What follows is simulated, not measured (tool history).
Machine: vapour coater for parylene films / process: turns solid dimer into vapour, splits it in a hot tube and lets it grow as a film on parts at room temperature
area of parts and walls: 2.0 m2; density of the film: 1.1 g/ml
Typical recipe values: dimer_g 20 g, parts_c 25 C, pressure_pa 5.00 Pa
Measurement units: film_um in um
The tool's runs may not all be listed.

{"run": 1, "hour": 0.0, "dimer_g": 20, "parts_c": 25, "pressure_pa": 5.0, "film_um": 6.09}
{"run": 2, "hour": 34.8, "dimer_g": 20, "parts_c": 25, "pressure_pa": 5.0, "film_um": 6.16}
{"run": 3, "hour": 67.2, "dimer_g": 20, "parts_c": 25, "pressure_pa": 3.93, "film_um": 6.41}
{"run": 4, "hour": 95.7, "dimer_g": 20, "parts_c": 25, "pressure_pa": 3.93, "film_um": 6.43}
{"run": 5, "hour": 133.1, "dimer_g": 20, "parts_c": 25, "pressure_pa": 3.93, "film_um": 6.44}
{"run": 6, "hour": 166.7, "dimer_g": 34, "parts_c": 25, "pressure_pa": 3.93, "film_um": 11.01}
{"run": 7, "hour": 200.0, "dimer_g": 20, "parts_c": 29, "pressure_pa": 5.0, "film_um": 5.28}
{"run": 8, "hour": 227.7, "dimer_g": 20, "parts_c": 25, "pressure_pa": 5.0, "film_um": 6.19}
{"run": 9, "hour": 258.0, "dimer_g": 20, "parts_c": 25, "pressure_pa": 5.0, "film_um": 6.17}
{"run": 10, "hour": 293.0, "dimer_g": 20, "parts_c": 25, "pressure_pa": 5.0, "film_um": 6.2}
{"run": 11, "hour": 329.1, "dimer_g": 20, "parts_c": 25, "pressure_pa": 5.0, "film_um": 6.22}
{"run": 12, "hour": 351.6, "dimer_g": 20, "parts_c": 25, "pressure_pa": 5.0, "film_um": 6.21}
{"hour": 369.0, "done": "table's thermometer calibrated"}
{"run": 13, "hour": 369.4, "dimer_g": 20, "parts_c": 25, "pressure_pa": 5.0, "film_um": 6.16}
{"run": 14, "hour": 389.1, "dimer_g": 20, "parts_c": 25, "pressure_pa": 5.0, "film_um": 6.24}
{"run": 15, "hour": 406.3, "dimer_g": 20, "parts_c": 25, "pressure_pa": 5.0, "film_um": 6.27}
{"hour": 432.5, "done": "gauge calibrated"}
{"run": 16, "hour": 439.6, "dimer_g": 20, "parts_c": 25, "pressure_pa": 5.0, "film_um": 6.14}
{"run": 17, "hour": 462.6, "dimer_g": 20, "parts_c": 25, "pressure_pa": 5.0, "film_um": 6.11}
{"run": 18, "hour": 484.0, "dimer_g": 20, "parts_c": 25, "pressure_pa": 5.0, "film_um": 6.13}
{"run": 19, "hour": 503.7, "dimer_g": 20, "parts_c": 25, "pressure_pa": 5.0, "film_um": 6.14}
{"run": 20, "hour": 522.3, "dimer_g": 20, "parts_c": 25, "pressure_pa": 5.0, "film_um": 6.14}
{"hour": 542.3, "done": "trap's valve overhauled"}
{"run": 21, "hour": 555.3, "dimer_g": 20, "parts_c": 25, "pressure_pa": 5.98, "film_um": 5.97}
{"run": 22, "hour": 590.9, "dimer_g": 20, "parts_c": 25, "pressure_pa": 5.98, "film_um": 5.99}
{"run": 23, "hour": 608.7, "dimer_g": 20, "parts_c": 25, "pressure_pa": 8.95, "film_um": 5.52}
{"run": 24, "hour": 625.1, "dimer_g": 20, "parts_c": 25, "pressure_pa": 8.95, "film_um": 5.53}
{"run": 25, "hour": 658.2, "dimer_g": 11, "parts_c": 21, "pressure_pa": 8.86, "film_um": 3.59}
{"run": 26, "hour": 696.1, "dimer_g": 20, "parts_c": 20, "pressure_pa": 2.89, "film_um": 8.42}
{"run": 27, "hour": 712.4, "dimer_g": 25, "parts_c": 25, "pressure_pa": 2.62, "film_um": 8.77}
{"run": 28, "hour": 746.6, "dimer_g": 25, "parts_c": 25, "pressure_pa": 2.62, "film_um": 8.82}
{"run": 29, "hour": 781.3, "dimer_g": 16, "parts_c": 21, "pressure_pa": 10.41, "film_um": 5.13}
{"run": 30, "hour": 814.4, "dimer_g": 16, "parts_c": 21, "pressure_pa": 10.41, "film_um": 5.1}
{"run": 31, "hour": 843.0, "dimer_g": 28, "parts_c": 22, "pressure_pa": 2.5, "film_um": 11.28}
{"run": 32, "hour": 863.4, "dimer_g": 20, "parts_c": 27, "pressure_pa": 2.91, "film_um": 6.44}
{"run": 33, "hour": 893.3, "dimer_g": 13, "parts_c": 25, "pressure_pa": 5.0, "film_um": 4.09}
{"run": 34, "hour": 925.0, "dimer_g": 12, "parts_c": 21, "pressure_pa": 4.29, "film_um": 4.58}
{"run": 35, "hour": 947.6, "dimer_g": 12, "parts_c": 21, "pressure_pa": 9.07, "film_um": 4.0}
{"run": 36, "hour": 981.5, "dimer_g": 12, "parts_c": 21, "pressure_pa": 9.07, "film_um": 3.95}
{"run": 37, "hour": 1005.7, "dimer_g": 19, "parts_c": 20, "pressure_pa": 6.69, "film_um": 6.99}
{"run": 38, "hour": 1042.1, "dimer_g": 36, "parts_c": 20, "pressure_pa": 10.03, "film_um": 12.25}
{"run": 39, "hour": 1075.6, "dimer_g": 36, "parts_c": 20, "pressure_pa": 10.03, "film_um": 12.34}
{"run": 40, "hour": 1097.9, "dimer_g": 11, "parts_c": 26, "pressure_pa": 5.73, "film_um": 3.27}
{"run": 41, "hour": 1118.8, "dimer_g": 11, "parts_c": 19, "pressure_pa": 2.62, "film_um": 5.03}
{"run": 42, "hour": 1147.7, "dimer_g": 11, "parts_c": 20, "pressure_pa": 6.78, "film_um": 4.05}
{"run": 43, "hour": 1184.6, "dimer_g": 20, "parts_c": 20, "pressure_pa": 5.25, "film_um": 7.76}
{"run": 44, "hour": 1215.3, "dimer_g": 11, "parts_c": 20, "pressure_pa": 2.25, "film_um": 4.98}
{"run": 45, "hour": 1232.8, "dimer_g": 20, "parts_c": 20, "pressure_pa": 5.0, "film_um": 7.8}
{"run": 46, "hour": 1260.1, "dimer_g": 15, "parts_c": 25, "pressure_pa": 5.0, "film_um": 4.84}
{"run": 47, "hour": 1295.9, "dimer_g": 20, "parts_c": 33, "pressure_pa": 2.8, "film_um": 5.21}
{"hour": 1335.1, "done": "trap's valve overhauled"}
{"run": 48, "hour": 1339.1, "dimer_g": 20, "parts_c": 29, "pressure_pa": 8.56, "film_um": 4.93}

Predict each of these 3 candidate next runs independently; none follows another, all start after run 48:
{"hour": 1356.2, "done": "gauge calibrated"}
{"run": "A", "hour": 1358.0, "dimer_g": 20, "parts_c": 21, "pressure_pa": 5.0, "film_um": "?"}
{"hour": 1356.2, "done": "gauge calibrated"}
{"run": "B", "hour": 1358.0, "dimer_g": 20, "parts_c": 19, "pressure_pa": 8.56, "film_um": "?"}
{"hour": 1356.2, "done": "gauge calibrated"}
{"run": "C", "hour": 1358.0, "dimer_g": 23, "parts_c": 29, "pressure_pa": 8.56, "film_um": "?"}

run=A film_um=7.24
run=B film_um=7.05
run=C film_um=5.39
What these runs would have given with no unlogged condition in the tool:
run=A film_um=7.24
run=B film_um=7.06
run=C film_um=5.40
